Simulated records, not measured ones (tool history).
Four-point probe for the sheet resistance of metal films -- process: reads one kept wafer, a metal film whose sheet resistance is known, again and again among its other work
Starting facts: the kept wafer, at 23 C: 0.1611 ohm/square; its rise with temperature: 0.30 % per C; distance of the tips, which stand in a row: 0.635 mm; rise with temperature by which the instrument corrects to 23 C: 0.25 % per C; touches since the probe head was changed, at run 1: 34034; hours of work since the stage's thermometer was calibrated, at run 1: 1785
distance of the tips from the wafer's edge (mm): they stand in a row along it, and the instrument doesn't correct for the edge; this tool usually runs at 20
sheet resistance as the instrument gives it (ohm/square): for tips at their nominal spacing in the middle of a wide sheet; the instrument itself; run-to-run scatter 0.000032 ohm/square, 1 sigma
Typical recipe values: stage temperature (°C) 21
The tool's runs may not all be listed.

| run | day | stage temperature (°C) | distance of the tips from the wafer's edge (mm) | touches since the probe head was changed | hours of work since the stage's thermometer was calibrated | sheet resistance as the instrument gives it (ohm/square) |
|---|---|---|---|---|---|---|
| 1 | 0 | 21 | 20 | 34034 | 1785 | 0.161826 |
| 2 | 2.188 | 21 | 20 | 36357 | 1813 | 0.161874 |
| 3 | 5.275 | 21 | 20 | 39635 | 1854 | 0.161922 |
| 4 | 7.962 | 21 | 20 | 42487 | 1889 | 0.161958 |
| 5 | 10.929 | 21 | 11 | 45635 | 1928 | 0.162264 |
|  | 12.8 | stage's thermometer calibrated |
| 6 | 15.096 | 21 | 11 | 50037 | 30 | 0.162404 |
| 7 | 17.604 | 21 | 20 | 52696 | 63 | 0.162252 |
| 8 | 20.654 | 21 | 29 | 55936 | 103 | 0.162235 |
| 9 | 23.654 | 21 | 29 | 59121 | 142 | 0.162286 |
| 10 | 25.862 | 21 | 3 | 61465 | 171 | 0.166153 |
|  | 27.425 | stage's thermometer calibrated, once more |
| 11 | 28.067 | 21 | 5 | 63783 | 8 | 0.163563 |
| 12 | 31.175 | 21 | 20 | 67079 | 49 | 0.162358 |
| 13 | 34.896 | 21 | 20 | 71029 | 98 | 0.162424 |
| 14 | 38.508 | 21 | 20 | 74864 | 145 | 0.162483 |
| 15 | 41.258 | 21 | 20 | 77782 | 181 | 0.162509 |
| 16 | 43.258 | 27 | 20 | 79908 | 207 | 0.163149 |
| 17 | 45.812 | 27 | 20 | 82619 | 241 | 0.163131 |
| 18 | 47.746 | 27 | 20 | 84667 | 266 | 0.163216 |
| 19 | 49.971 | 27 | 10 | 87029 | 295 | 0.163484 |
| 20 | 51.792 | 27 | 10 | 88963 | 319 | 0.163516 |
| 21 | 55.796 | 27 | 10 | 93214 | 371 | 0.16359 |
| 22 | 59.592 | 21 | 60 | 97244 | 421 | 0.162816 |
| 23 | 63.692 | 21 | 20 | 101593 | 475 | 0.16299 |
| 24 | 67.733 | 30 | 4 | 105886 | 528 | 0.165967 |
| 25 | 70.525 | 28 | 34 | 108846 | 564 | 0.163732 |
| 26 | 73.496 | 21 | 4 | 111999 | 603 | 0.165352 |
| 27 | 76.796 | 25 | 8 | 115505 | 646 | 0.164096 |
| 28 | 79.9 | 30 | 20 | 118798 | 687 | 0.164155 |
| 29 | 83.017 | 30 | 20 | 122105 | 728 | 0.164191 |
| 30 | 86.004 | 30 | 20 | 125275 | 767 | 0.164281 |

Expected results for the next run?
| 31 | 88.746 | 24 | 58 | 128189 | 803 | ? |

Logged for run 31: sheet resistance as the instrument gives it (ohm/square) 0.163726.
If the tool had no hidden condition, the same run with the same run-to-run variation would have returned sheet resistance as the instrument gives it (ohm/square) 0.161196.
